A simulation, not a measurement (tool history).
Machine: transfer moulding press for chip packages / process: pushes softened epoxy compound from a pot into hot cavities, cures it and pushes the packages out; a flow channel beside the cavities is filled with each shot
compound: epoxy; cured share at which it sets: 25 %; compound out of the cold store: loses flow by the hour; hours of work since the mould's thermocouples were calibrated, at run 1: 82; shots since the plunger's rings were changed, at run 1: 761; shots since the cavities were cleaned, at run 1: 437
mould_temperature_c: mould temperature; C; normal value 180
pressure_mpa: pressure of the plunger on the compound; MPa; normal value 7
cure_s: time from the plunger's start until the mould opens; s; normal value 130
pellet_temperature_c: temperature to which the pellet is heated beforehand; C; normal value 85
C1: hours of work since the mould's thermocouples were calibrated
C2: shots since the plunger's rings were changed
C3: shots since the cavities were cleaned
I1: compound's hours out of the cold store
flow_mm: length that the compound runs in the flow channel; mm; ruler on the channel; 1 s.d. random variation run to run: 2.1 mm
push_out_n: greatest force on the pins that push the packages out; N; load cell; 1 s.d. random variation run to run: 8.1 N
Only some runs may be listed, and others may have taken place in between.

Run 1, hour 0: usual settings; C1 82; C2 761; C3 437; I1 20.1. Result: flow_mm 757 mm, push_out_n 485 N.
Run 2, hour 20.3: usual settings; C1 94; C2 940; C3 616; I1 9. Result: flow_mm 819 mm, push_out_n 552 N.
At hour 25.7: cavities cleaned with cleaning compound and waxed.
Run 3, hour 44.8: usual settings; C1 107; C2 1141; C3 167; I1 46.2. Result: flow_mm 629 mm, push_out_n 398 N.
Run 4, hour 66.8: usual settings; C1 120; C2 1335; C3 361; I1 18.5. Result: flow_mm 763 mm, push_out_n 490 N.
Run 5, hour 80.3: usual settings but pellet_temperature_c 94 C; C1 128; C2 1454; C3 480; I1 21.2. Result: flow_mm 746 mm, push_out_n 496 N.
Run 6, hour 96.8: usual settings but pellet_temperature_c 88 C; C1 138; C2 1598; C3 624; I1 11.6. Result: flow_mm 797 mm, push_out_n 544 N.
At hour 101.9: cavities cleaned with cleaning compound and waxed.
Run 7, hour 111.3: usual settings but mould_temperature_c 179 C; C1 146; C2 1712; C3 82; I1 36.4. Result: flow_mm 675 mm, push_out_n 407 N.
Run 8, hour 124.9: usual settings but mould_temperature_c 179 C, cure_s 138 s; C1 154; C2 1832; C3 202; I1 37.2. Result: flow_mm 668 mm, push_out_n 426 N.
At hour 128.1: mould's thermocouples calibrated.
Run 9, hour 140: usual settings but mould_temperature_c 179 C, cure_s 138 s; C1 7; C2 1947; C3 317; I1 10.9. Result: flow_mm 806 mm, push_out_n 468 N.
Run 10, hour 152: usual settings but cure_s 117 s; C1 14; C2 2052; C3 422; I1 31. Result: flow_mm 696 mm, push_out_n 544 N.
At hour 169.2: mould's thermocouples calibrated, once more.
Run 11, hour 170.9: usual settings but mould_temperature_c 187 C; C1 1; C2 2201; C3 571; I1 14.5. Result: flow_mm 751 mm, push_out_n 475 N.
At hour 181.1: cavities cleaned with cleaning compound and waxed.
Run 12, hour 187.1: usual settings; C1 10; C2 2330; C3 53; I1 10.9. Result: flow_mm 798 mm, push_out_n 405 N.
Run 13, hour 204.7: usual settings but pellet_temperature_c 77 C; C1 20; C2 2484; C3 207; I1 8.6. Result: flow_mm 810 mm, push_out_n 445 N.
Run 14, hour 222.5: usual settings but pellet_temperature_c 77 C; C1 31; C2 2640; C3 363; I1 36.5. Result: flow_mm 665 mm, push_out_n 484 N.
Run 15, hour 233.8: usual settings but pellet_temperature_c 77 C; C1 37; C2 2740; C3 463; I1 9.1. Result: flow_mm 808 mm, push_out_n 536 N.
At hour 256.9: cavities cleaned with cleaning compound and waxed.
Run 16, hour 259.3: usual settings but mould_temperature_c 186 C, pellet_temperature_c 78 C; C1 51; C2 2950; C3 20; I1 10.6. Result: flow_mm 767 mm, push_out_n 343 N.
Run 17, hour 270.3: usual settings but mould_temperature_c 186 C, pellet_temperature_c 78 C; C1 58; C2 3048; C3 118; I1 33.6. Result: flow_mm 655 mm, push_out_n 366 N.
Run 18, hour 287.9: usual settings but mould_temperature_c 174 C, pressure_mpa 6.98 MPa; C1 68; C2 3202; C3 272; I1 15.7. Result: flow_mm 793 mm, push_out_n 607 N.
Run 19, hour 308.8: usual settings but mould_temperature_c 173 C; C1 81; C2 3386; C3 456; I1 34.2. Result: flow_mm 699 mm, push_out_n 732 N.
Run 20, hour 321.8: usual settings but mould_temperature_c 179 C, pressure_mpa 5.58 MPa, cure_s 137 s, pellet_temperature_c 80 C; C1 88; C2 3500; C3 570; I1 12.4. Result: flow_mm 705 mm, push_out_n 553 N.
At hour 332.3: cavities cleaned with cleaning compound and waxed.
Run 21, hour 340.6: usual settings but mould_temperature_c 179 C, pressure_mpa 5.58 MPa, cure_s 137 s, pellet_temperature_c 80 C; C1 99; C2 3651; C3 72; I1 22.9. Result: flow_mm 651 mm, push_out_n 397 N.
Run 22, hour 357.8: usual settings but mould_temperature_c 175 C; C1 109; C2 3802; C3 223; I1 41.5. Result: flow_mm 653 mm, push_out_n 541 N.
Run 23, hour 368.5: usual settings but pressure_mpa 8.57 MPa, cure_s 117 s, pellet_temperature_c 77 C; C1 115; C2 3896; C3 317; I1 47.9. Result: flow_mm 675 mm, push_out_n 539 N.
Run 24, hour 382.8: usual settings but pressure_mpa 6.19 MPa, cure_s 135 s, pellet_temperature_c 92 C; C1 123; C2 4022; C3 443; I1 33.5. Result: flow_mm 632 mm, push_out_n 476 N.
Run 25, hour 401: usual settings but pressure_mpa 6.19 MPa, cure_s 135 s, pellet_temperature_c 92 C; C1 134; C2 4182; C3 603; I1 18.4. Result: flow_mm 705 mm, push_out_n 512 N.
At hour 407.9: cavities cleaned with cleaning compound and waxed.
Run 26, hour 412.9: usual settings but mould_temperature_c 177 C; C1 140; C2 4273; C3 44; I1 41.2. Result: flow_mm 647 mm, push_out_n 421 N.
Run 27, hour 424.9: usual settings but mould_temperature_c 175 C, cure_s 145 s; C1 147; C2 4379; C3 150; I1 32.8. Result: flow_mm 693 mm, push_out_n 473 N.
Run 28, hour 444.6: usual settings but mould_temperature_c 175 C, cure_s 145 s, pellet_temperature_c 91 C; C1 159; C2 4551; C3 322; I1 35.1. Result: flow_mm 682 mm, push_out_n 494 N.
Run 29, hour 464.4: usual settings but mould_temperature_c 176 C; C1 171; C2 4725; C3 496; I1 19.2. Result: flow_mm 759 mm, push_out_n 647 N.

What if the next run were any one of these 3? Each begins from the tool's condition after run 29:
At hour 484.5: cavities cleaned with cleaning compound and waxed.
Run A, hour 490.7: usual settings but mould_temperature_c 183 C, pressure_mpa 7.25 MPa; C1 185; C2 4944; C3 55; I1 35. Result: flow_mm ?, push_out_n ?.
At hour 484.5: cavities cleaned with cleaning compound and waxed.
Run B, hour 490.7: usual settings but cure_s 146 s, pellet_temperature_c 93 C; C1 185; C2 4944; C3 55; I1 11.1. Result: flow_mm ?, push_out_n ?.
At hour 484.5: cavities cleaned with cleaning compound and waxed.
Run C, hour 490.7: usual settings but mould_temperature_c 176 C, pressure_mpa 5.3 MPa, cure_s 135 s, pellet_temperature_c 95 C; C1 185; C2 4944; C3 55; I1 14.9. Result: flow_mm ?, push_out_n ?.

run  flow_mm  push_out_n
  A      664         362
  B      784         364
  C      681         447
Without the tool's hidden state the same runs would have given:
run  flow_mm  push_out_n
  A      687         340
  B      812         341
  C      705         416
